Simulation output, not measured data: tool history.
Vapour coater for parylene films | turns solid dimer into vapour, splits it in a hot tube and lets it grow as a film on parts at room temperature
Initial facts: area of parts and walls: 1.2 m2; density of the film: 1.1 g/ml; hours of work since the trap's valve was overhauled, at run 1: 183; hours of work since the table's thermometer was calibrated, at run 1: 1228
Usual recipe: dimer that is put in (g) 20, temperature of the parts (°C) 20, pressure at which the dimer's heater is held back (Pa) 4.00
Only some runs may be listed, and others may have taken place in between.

run   hour  dimer that is put in (g)  temperature of the parts (°C)  pressure at which the dimer's heater is held back (Pa)  hours of work since the trap's valve was overhauled  hours of work since the table's thermometer was calibrated  thickness of the film (um)
  1    0.0                        20                             20                                                    4.00                                                  183                                                        1228                        7.89
  2   40.2                        26                             20                                                    4.00                                                  213                                                        1258                       10.37
  3   62.2                        26                             20                                                    4.00                                                  230                                                        1275                       10.57
  4   88.1                        20                             20                                                    4.00                                                  249                                                        1294                        7.99
  5  134.0                        20                             20                                                    4.00                                                  283                                                        1329                        7.97
  6  177.2                        20                             20                                                    4.00                                                  316                                                        1361                        8.00
  7  199.0                        20                             20                                                    4.00                                                  332                                                        1377                        8.09
  8  245.2                        20                             20                                                    4.00                                                  367                                                        1412                        8.09
  9  292.6                        20                             14                                                    2.70                                                  402                                                        1448                       10.21
 10  341.6                        20                             14                                                    2.70                                                  439                                                        1484                       10.25
 11  370.2                        11                             14                                                    2.70                                                  460                                                        1506                        5.62
 12  405.2                        11                             14                                                    2.70                                                  487                                                        1532                        5.66

Each row is a separate what-if for the run after 12, all from the same tool condition, not one after another. Results?
     430.0  -- trap's valve overhauled
  A  454.6                        31                             14                                                    9.38                                                   18                                                        1566                           ?
     430.0  -- trap's valve overhauled
  B  454.6                         8                             14                                                    7.02                                                   18                                                        1566                           ?
     430.0  -- trap's valve overhauled
  C  454.6                        11                             28                                                    2.70                                                   18                                                        1566                           ?

run  thickness of the film (um)
  A                       14.26
  B                        3.73
  C                        3.51
Take away the tool's hidden state, keep each run's random variation, and the runs would have read:
run  thickness of the film (um)
  A                       14.23
  B                        3.72
  C                        3.50
